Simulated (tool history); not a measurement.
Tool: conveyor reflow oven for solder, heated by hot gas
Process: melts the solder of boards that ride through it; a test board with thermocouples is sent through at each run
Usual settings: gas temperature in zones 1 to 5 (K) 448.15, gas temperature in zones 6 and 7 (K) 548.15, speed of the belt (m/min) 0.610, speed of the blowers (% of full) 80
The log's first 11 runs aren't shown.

| run | hour | gas temperature in zones 1 to 5 (K) | gas temperature in zones 6 and 7 (K) | speed of the belt (m/min) | speed of the blowers (% of full) | hours of work since the flux was cleaned out | hours of work since the belt drive was overhauled | hours of work since the thermocouples were changed | highest temperature of the board (K) | time above the solder's melting point (s) |
|---|---|---|---|---|---|---|---|---|---|---|
| 12 | 127.7 | 448.15 | 548.15 | 0.610 | 88 | 394 | 481 | 394 | 528.05 | 53.5 |
|  | 140.4 | flux residue cleaned out of gas plates and filters |
| 13 | 144.8 | 448.15 | 548.15 | 0.610 | 88 | 3 | 489 | 401 | 531.25 | 56.0 |
| 14 | 150.9 | 448.15 | 548.15 | 0.610 | 88 | 6 | 493 | 405 | 531.25 | 55.9 |
| 15 | 163.9 | 448.15 | 548.15 | 0.610 | 80 | 14 | 501 | 413 | 529.05 | 54.5 |
| 16 | 176.6 | 448.15 | 548.15 | 0.610 | 80 | 22 | 508 | 421 | 528.95 | 54.9 |
| 17 | 184.9 | 438.15 | 548.15 | 0.501 | 80 | 27 | 513 | 426 | 534.45 | 67.2 |
| 18 | 198.5 | 438.15 | 548.15 | 0.501 | 80 | 36 | 522 | 434 | 534.15 | 67.3 |
| 19 | 211.0 | 445.15 | 549.15 | 0.664 | 57 | 43 | 529 | 442 | 518.55 | 40.5 |
| 20 | 224.1 | 448.15 | 542.15 | 0.583 | 71 | 51 | 537 | 450 | 522.85 | 53.1 |
| 21 | 235.4 | 448.15 | 542.15 | 0.583 | 71 | 58 | 544 | 457 | 523.55 | 52.9 |
| 22 | 245.0 | 443.15 | 552.15 | 0.611 | 80 | 64 | 550 | 463 | 531.35 | 54.4 |
| 23 | 251.5 | 448.15 | 548.15 | 0.504 | 77 | 68 | 554 | 467 | 534.05 | 70.9 |
| 24 | 262.2 | 461.15 | 562.15 | 0.644 | 70 | 75 | 561 | 473 | 538.65 | 60.1 |
| 25 | 273.0 | 461.15 | 562.15 | 0.644 | 70 | 81 | 567 | 480 | 538.65 | 59.9 |
| 26 | 281.8 | 461.15 | 562.15 | 0.644 | 70 | 87 | 573 | 485 | 538.65 | 60.1 |
| 27 | 290.1 | 436.15 | 546.15 | 0.591 | 80 | 92 | 578 | 490 | 525.85 | 50.4 |
| 28 | 296.8 | 436.15 | 542.15 | 0.652 | 80 | 96 | 582 | 494 | 518.25 | 40.2 |
| 29 | 310.5 | 436.15 | 542.15 | 0.652 | 80 | 104 | 590 | 503 | 518.95 | 40.6 |
| 30 | 317.0 | 436.15 | 542.15 | 0.652 | 81 | 108 | 594 | 507 | 518.75 | 40.1 |
| 31 | 330.2 | 457.15 | 555.15 | 0.610 | 65 | 116 | 603 | 515 | 532.45 | 58.6 |

Forecast each of these 4 alternatives for the next run:
| A | 337.6 | 448.15 | 547.15 | 0.610 | 80 | 121 | 607 | 519 | ? | ? |
| B | 337.6 | 446.15 | 548.15 | 0.610 | 80 | 121 | 607 | 519 | ? | ? |
| C | 337.6 | 448.15 | 548.15 | 0.610 | 78 | 121 | 607 | 519 | ? | ? |
| D | 337.6 | 461.15 | 554.15 | 0.610 | 68 | 121 | 607 | 519 | ? | ? |

| run | highest temperature of the board (K) | time above the solder's melting point (s) |
|---|---|---|
| A | 527.85 | 53.4 |
| B | 528.25 | 53.2 |
| C | 528.55 | 53.6 |
| D | 532.95 | 61.0 |
Without the tool's hidden state the same runs would have given:
| run | highest temperature of the board (K) | time above the solder's melting point (s) |
|---|---|---|
| A | 530.05 | 53.9 |
| B | 530.55 | 53.7 |
| C | 530.75 | 54.1 |
| D | 534.95 | 61.0 |
